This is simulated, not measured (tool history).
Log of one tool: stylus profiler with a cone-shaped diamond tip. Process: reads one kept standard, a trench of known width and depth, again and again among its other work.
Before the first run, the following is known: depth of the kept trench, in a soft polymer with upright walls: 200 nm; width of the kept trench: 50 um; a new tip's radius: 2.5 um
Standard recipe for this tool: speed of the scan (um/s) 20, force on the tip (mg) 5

run	hour	speed of the scan (um/s)	force on the tip (mg)	depth of the trench (nm)	width of the trench's floor (µm)
1	0	20	5	204.13	47.2
2	33.1	20	5	204.06	47.16
3	57.8	20	5	203.91	47.14
4	78	20	5	204.09	47.11
5	111	20	5	203.97	47.09
6	154.5	20	5	204.25	47.01
7	183.7	30	5	203.94	46.95
8	209.4	30	5	204.23	46.92
9	227.3	30	5	204.02	46.95
10	247.9	42	5	204.04	46.79
11	290.3	20	5	203.86	46.91
12	308.1	20	5	203.91	46.87
13	337.9	20	5	203.81	46.84
14	356.2	20	13.65	208.19	46.85
15	378.8	14	11.8	207.59	46.83
16	418.1	49	2.51	202.1	46.57
17	444.8	49	2.51	202.25	46.5
# hour 477: new tip fitted, height scale calibrated
18	483.1	49	2.51	202.8	47.78
19	521.6	49	2.51	202.85	47.71
20	558.6	13	7.51	205.98	47.96
21	597.5	5	2.14	202.61	47.91
22	616.5	20	11.3	207.51	47.78
23	654.4	20	11.3	207.63	47.8
24	685.8	30	11.47	207.76	47.67
25	716.4	7	5	204.34	47.7

4 options for the next run, each taken on its own from the tool as it stands now. Forecast them:
A	742.5	5	3.01	?	?
B	742.5	6	5	?	?
C	742.5	15	13.34	?	?
D	742.5	52	5.42	?	?

run	depth of the trench (nm)	width of the trench's floor (µm)
A	202.96	47.66
B	204.32	47.72
C	208.56	47.63
D	204.75	47.49
Take away the tool's hidden state, keep each run's random variation, and the runs would have read:
run	depth of the trench (nm)	width of the trench's floor (µm)
A	203.12	48.02
B	204.48	48.08
C	208.72	47.99
D	204.91	47.85
